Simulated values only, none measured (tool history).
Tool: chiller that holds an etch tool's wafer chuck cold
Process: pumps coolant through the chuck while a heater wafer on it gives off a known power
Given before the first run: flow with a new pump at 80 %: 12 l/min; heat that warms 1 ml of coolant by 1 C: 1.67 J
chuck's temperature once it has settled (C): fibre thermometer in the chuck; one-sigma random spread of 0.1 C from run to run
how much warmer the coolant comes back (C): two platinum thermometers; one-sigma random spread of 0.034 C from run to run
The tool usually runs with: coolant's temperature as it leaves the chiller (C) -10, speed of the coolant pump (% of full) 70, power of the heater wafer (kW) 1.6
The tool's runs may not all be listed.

| run | hour | coolant's temperature as it leaves the chiller (C) | speed of the coolant pump (% of full) | power of the heater wafer (kW) | chuck's temperature once it has settled (C) | how much warmer the coolant comes back (C) |
|---|---|---|---|---|---|---|
| 1 | 0 | -10 | 70 | 1.6 | 7.4 | 5.55 |
| 2 | 57.7 | -10 | 70 | 1.6 | 7.6 | 5.5 |
| 3 | 108.8 | -10 | 70 | 1.6 | 7.4 | 5.57 |
| 4 | 148.3 | -10 | 70 | 1.6 | 7.2 | 5.56 |
| 5 | 175.1 | -10 | 70 | 1.6 | 7.4 | 5.5 |
| 6 | 224.1 | -10 | 70 | 1.6 | 7.7 | 5.54 |
| 7 | 276.7 | -10 | 70 | 1.6 | 7.6 | 5.5 |
| 8 | 321.5 | -10 | 70 | 1.6 | 7.5 | 5.51 |
| 9 | 369.8 | -10 | 70 | 2.057 | 12.7 | 7.12 |
| 10 | 425.4 | -5 | 70 | 1.6 | 12.8 | 5.57 |
| 11 | 449.7 | -5 | 70 | 1.6 | 12.7 | 5.56 |
| 12 | 476.9 | -10 | 98 | 1.6 | 3.9 | 3.89 |
| 13 | 532.8 | -10 | 98 | 2.146 | 8.7 | 5.27 |
| 14 | 584.5 | -10 | 98 | 2.146 | 8.8 | 5.23 |
| 15 | 635.1 | -10 | 98 | 2.146 | 8.6 | 5.32 |
| 16 | 681.3 | -10 | 73 | 1.6 | 7.3 | 5.27 |
| 17 | 719.2 | -10 | 89 | 1.294 | 2 | 3.5 |
| 18 | 764.9 | -19 | 74 | 1.294 | -5.1 | 4.27 |
| 19 | 813.1 | -19 | 74 | 1.294 | -5 | 4.18 |
| 20 | 843.2 | -3 | 95 | 2.374 | 18.4 | 6 |
| 21 | 891.7 | -3 | 92 | 2.374 | 19.3 | 6.24 |
| 22 | 948.4 | -8 | 92 | 0.837 | -0.4 | 2.22 |
| 23 | 1006.8 | -7 | 90 | 1.419 | 6.3 | 3.75 |
| 24 | 1044.5 | -5 | 92 | 1.6 | 10 | 4.18 |
| 25 | 1072 | -10 | 70 | 1.067 | 1.9 | 3.78 |
| 26 | 1110.3 | -15 | 77 | 1.067 | -3.8 | 3.41 |
| 27 | 1152.7 | -16 | 92 | 1.852 | 1.5 | 4.88 |
| 28 | 1177.2 | -6 | 70 | 1.6 | 12.1 | 5.6 |
| 29 | 1219.8 | -6 | 70 | 1.6 | 12.4 | 5.51 |
| 30 | 1259 | -14 | 67 | 1.745 | 6.6 | 6.3 |
| 31 | 1311.4 | -14 | 67 | 1.745 | 6.7 | 6.41 |

Here are 5 independent what-if runs from the current tool condition. What would each one return?
| A | 1339.5 | -11 | 70 | 2.318 | ? | ? |
| B | 1339.5 | -5 | 67 | 1.789 | ? | ? |
| C | 1339.5 | -20 | 73 | 1.256 | ? | ? |
| D | 1339.5 | -3 | 70 | 1.6 | ? | ? |
| E | 1339.5 | -4 | 89 | 1.6 | ? | ? |

| run | chuck's temperature once it has settled (C) | how much warmer the coolant comes back (C) |
|---|---|---|
| A | 15.4 | 8.17 |
| B | 16.2 | 6.57 |
| C | -6.2 | 4.19 |
| D | 15.3 | 5.59 |
| E | 11.3 | 4.4 |
Stripped of hidden state, with their random variation kept, the same runs would have yielded:
| run | chuck's temperature once it has settled (C) | how much warmer the coolant comes back (C) |
|---|---|---|
| A | 11 | 8.03 |
| B | 12.8 | 6.45 |
| C | -8.4 | 4.12 |
| D | 12.3 | 5.49 |
| E | 8.9 | 4.33 |
